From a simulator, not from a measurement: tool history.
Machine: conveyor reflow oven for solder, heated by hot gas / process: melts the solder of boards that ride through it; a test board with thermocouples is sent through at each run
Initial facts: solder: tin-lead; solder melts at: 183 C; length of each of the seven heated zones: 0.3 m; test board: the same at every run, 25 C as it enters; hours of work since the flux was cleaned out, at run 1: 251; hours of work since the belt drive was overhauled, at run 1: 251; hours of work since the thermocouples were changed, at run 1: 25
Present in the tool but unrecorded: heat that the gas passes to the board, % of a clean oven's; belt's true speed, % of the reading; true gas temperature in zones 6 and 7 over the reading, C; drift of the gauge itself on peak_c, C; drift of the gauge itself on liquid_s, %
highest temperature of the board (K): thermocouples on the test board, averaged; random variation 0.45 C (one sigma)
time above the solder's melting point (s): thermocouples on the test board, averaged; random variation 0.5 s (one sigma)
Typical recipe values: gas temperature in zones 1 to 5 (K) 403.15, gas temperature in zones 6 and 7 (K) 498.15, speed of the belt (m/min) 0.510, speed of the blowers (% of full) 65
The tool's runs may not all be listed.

run,hour,gas temperature in zones 1 to 5 (K),gas temperature in zones 6 and 7 (K),speed of the belt (m/min),speed of the blowers (% of full),hours of work since the flux was cleaned out,hours of work since the belt drive was overhauled,hours of work since the thermocouples were changed,highest temperature of the board (K),time above the solder's melting point (s)
1,0.0,403.15,498.15,0.510,65,251,251,25,483.85,46.6
2,18.8,403.15,498.15,0.510,71,265,265,39,485.45,47.5
3,45.3,403.15,498.15,0.510,75,284,284,59,484.85,48.0
4,63.9,403.15,498.15,0.510,65,298,298,72,483.75,45.2
5,82.2,403.15,498.15,0.510,79,312,312,86,485.55,49.2
6,108.4,403.15,498.15,0.510,65,331,331,105,483.15,45.3
7,134.2,403.15,498.15,0.510,65,350,350,124,482.15,45.4
8,167.3,403.15,498.15,0.510,65,374,374,148,482.45,45.0
9,188.2,403.15,498.15,0.510,65,390,390,164,481.85,44.8
10,210.7,403.15,498.15,0.510,65,406,406,180,483.45,45.1
11,238.9,403.15,498.15,0.427,65,427,427,201,487.85,59.6
12,262.6,403.15,498.15,0.510,65,444,444,218,482.25,44.6
13,280.2,403.15,498.15,0.510,65,457,457,231,482.55,45.1
# hour 311.4: flux residue cleaned out of gas plates and filters
14,318.7,403.15,498.15,0.510,65,5,482,256,484.85,47.7
15,353.7,403.15,498.15,0.510,65,31,508,282,485.35,48.8
16,374.3,407.15,500.15,0.597,74,46,523,297,485.55,40.9
17,402.3,407.15,500.15,0.597,74,67,543,317,484.05,41.7
18,435.8,406.15,496.15,0.510,65,92,568,342,483.75,46.7
19,465.5,416.15,498.15,0.510,65,113,590,364,487.55,53.8
20,494.1,395.15,498.15,0.539,65,134,611,385,481.65,39.7
21,522.3,405.15,501.15,0.455,69,155,632,406,491.25,60.7
22,555.6,415.15,498.15,0.510,78,180,656,430,487.35,54.1
23,576.1,411.15,506.15,0.510,77,195,671,445,494.25,57.0
24,609.4,403.15,493.15,0.562,85,219,696,470,479.75,38.6
25,643.1,395.15,493.15,0.562,50,244,720,495,471.65,26.3
26,675.8,411.15,488.15,0.564,76,268,744,519,475.25,36.9
27,704.1,403.15,495.15,0.510,63,289,765,539,479.95,43.7
28,737.3,389.15,487.15,0.531,51,313,790,564,466.65,20.5
# hour 754.6: thermocouples of zones 6 and 7 changed
29,762.9,403.15,498.15,0.514,65,331,807,6,483.45,45.7

The same runs without the tool's hidden state, with the same run-to-run variation:
run,highest temperature of the board (K),time above the solder's melting point (s)
1,485.45,48.3
2,487.25,49.4
3,486.85,50.0
4,485.75,47.4
5,487.85,51.5
6,485.45,47.8
7,484.55,48.0
8,485.15,47.9
9,484.65,47.7
10,486.45,48.2
11,490.25,62.3
12,485.55,48.0
13,485.95,48.7
14,484.75,47.2
15,485.55,48.6
16,485.85,40.9
17,484.65,41.8
18,484.45,47.0
19,488.25,54.0
20,482.75,40.5
21,492.35,61.0
22,488.55,54.7
23,495.75,57.5
24,481.65,40.4
25,473.55,28.5
26,477.35,39.2
27,482.15,45.8
28,469.05,24.2
29,485.45,47.4
